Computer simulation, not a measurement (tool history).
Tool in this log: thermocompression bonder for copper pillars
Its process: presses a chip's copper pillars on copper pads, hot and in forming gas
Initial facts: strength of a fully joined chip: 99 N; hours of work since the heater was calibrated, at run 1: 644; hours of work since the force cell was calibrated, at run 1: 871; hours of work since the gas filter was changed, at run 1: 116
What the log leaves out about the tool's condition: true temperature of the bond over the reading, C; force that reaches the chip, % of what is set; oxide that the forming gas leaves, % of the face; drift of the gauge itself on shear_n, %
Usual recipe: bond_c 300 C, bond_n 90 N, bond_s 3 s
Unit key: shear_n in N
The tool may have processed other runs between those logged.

run	day	bond_c	bond_n	bond_s	hours of work since the heater was calibrated	hours of work since the force cell was calibrated	hours of work since the gas filter was changed	shear_n
1	0	300	90	3	644	871	116	39.1
# day 1.446: forming gas filter changed
2	1.538	300	90	3	670	898	2	39.5
3	3.633	300	90	3	706	934	38	39.4
4	6.725	300	90	3	760	988	92	39.3
5	8.788	300	90	3	796	1024	128	39.6
# day 9.654: forming gas filter changed
6	10.375	300	90	3	824	1051	13	39.3
7	12.412	300	90	3	859	1087	48	40.1
8	14.183	300	78	3	890	1117	79	35.7
9	15.825	304	96	4	918	1146	107	47.8
# day 16.304: force cell calibrated
10	17.454	304	96	4	946	20	135	47.7
# day 17.758: forming gas filter changed
11	20.2	329	58	7	993	67	42	56
12	21.942	272	106	4	1024	98	73	34
13	24.762	300	119	4	1073	147	122	51.7
# day 25.817: forming gas filter changed
14	26.925	330	98	7	1110	184	19	72.7

Here are 4 independent what-if runs from the current tool condition. What would each one return?
A	29.45	314	119	3	1154	228	63	?
B	29.45	326	90	5	1154	228	63	?
C	29.45	295	106	2	1154	228	63	?
D	29.45	300	90	7	1154	228	63	?

run	shear_n
A	55.4
B	62.3
C	34.7
D	54
With the hidden condition removed and each run's random variation left untouched, the same runs would have given:
run	shear_n
A	55.7
B	62.6
C	35
D	54.3

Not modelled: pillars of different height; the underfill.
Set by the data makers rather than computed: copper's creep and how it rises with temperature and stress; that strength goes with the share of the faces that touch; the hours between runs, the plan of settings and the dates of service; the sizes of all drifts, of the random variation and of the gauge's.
